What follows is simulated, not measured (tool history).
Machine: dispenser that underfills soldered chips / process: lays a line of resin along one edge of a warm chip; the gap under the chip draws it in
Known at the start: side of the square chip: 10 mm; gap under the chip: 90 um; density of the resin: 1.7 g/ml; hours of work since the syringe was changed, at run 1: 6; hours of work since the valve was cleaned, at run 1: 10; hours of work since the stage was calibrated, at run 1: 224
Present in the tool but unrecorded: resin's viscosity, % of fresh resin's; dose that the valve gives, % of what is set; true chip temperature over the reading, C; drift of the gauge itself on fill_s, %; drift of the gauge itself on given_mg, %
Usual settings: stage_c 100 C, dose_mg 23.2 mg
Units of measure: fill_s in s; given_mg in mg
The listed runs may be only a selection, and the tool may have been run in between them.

run    day  stage_c  dose_mg  hours of work since the syringe was changed  hours of work since the valve was cleaned  hours of work since the stage was calibrated  fill_s  given_mg
  1      0      100     23.2                                            6                                         10                                           224    89.4     23.15
     0.154  -- new syringe of resin
  2  0.204      100     23.2                                            1                                         13                                           227    54.5     22.85
  3  0.375      100     23.2                                            4                                         16                                           230    71.2     22.86
     0.679  -- new syringe of resin
  4  0.712      100     23.2                                            1                                         22                                           235    54.7     22.85
  5    0.9      100     23.2                                            4                                         25                                           238    73.5     22.73
  6  1.088      100     23.2                                            7                                         28                                           241    98.8     22.56
     1.188  -- new syringe of resin
  7  1.433      108     23.2                                            4                                         34                                           247    55.7     22.44
     1.688  -- new syringe of resin
  8  1.721      108     23.2                                            1                                         38                                           252    41.4     22.41
  9  1.942      108     23.2                                            4                                         42                                           256    57.6     22.42
     2.188  -- new syringe of resin
 10  2.258      108     23.2                                            1                                         47                                           261    43.7     22.58
 11  2.617      108     23.2                                            7                                         53                                           267    74.8     22.18
     2.712  -- new syringe of resin
 12      3      105     24.5                                            5                                         59                                           273    65.9     23.41
 13  3.154       91     27.8                                            7                                         62                                           276   143.4     26.48
     3.221  -- new syringe of resin
 14  3.479       93     24.5                                            4                                         67                                           281   104.6      23.2
     3.717  -- new syringe of resin
 15  3.733      107     25.3                                            0                                         71                                           285    40.7     23.98
 16  3.992      107     25.3                                            5                                         76                                           289    60.3     23.78
     4.246  -- new syringe of resin
 17  4.296      107     25.3                                            1                                         81                                           294    45.1     23.62
 18  4.583      107     25.3                                            6                                         86                                           299    68.3     23.68

Each row is a separate what-if for the run after 18, all from the same tool condition, not one after another. Results?
     4.771  -- new syringe of resin
  A  4.929      113     27.8                                            3                                         91                                           305       ?         ?
     4.771  -- new syringe of resin
  B  4.929       87     22.9                                            3                                         91                                           305       ?         ?
     4.771  -- new syringe of resin
  C  4.929       96     24.3                                            3                                         91                                           305       ?         ?

run  fill_s  given_mg
  A    41.8     25.97
  B   114.1     21.09
  C    79.6     22.57
Without the tool's hidden state the same runs would have given:
run  fill_s  given_mg
  A      31     28.01
  B    82.6     22.76
  C      58     24.35
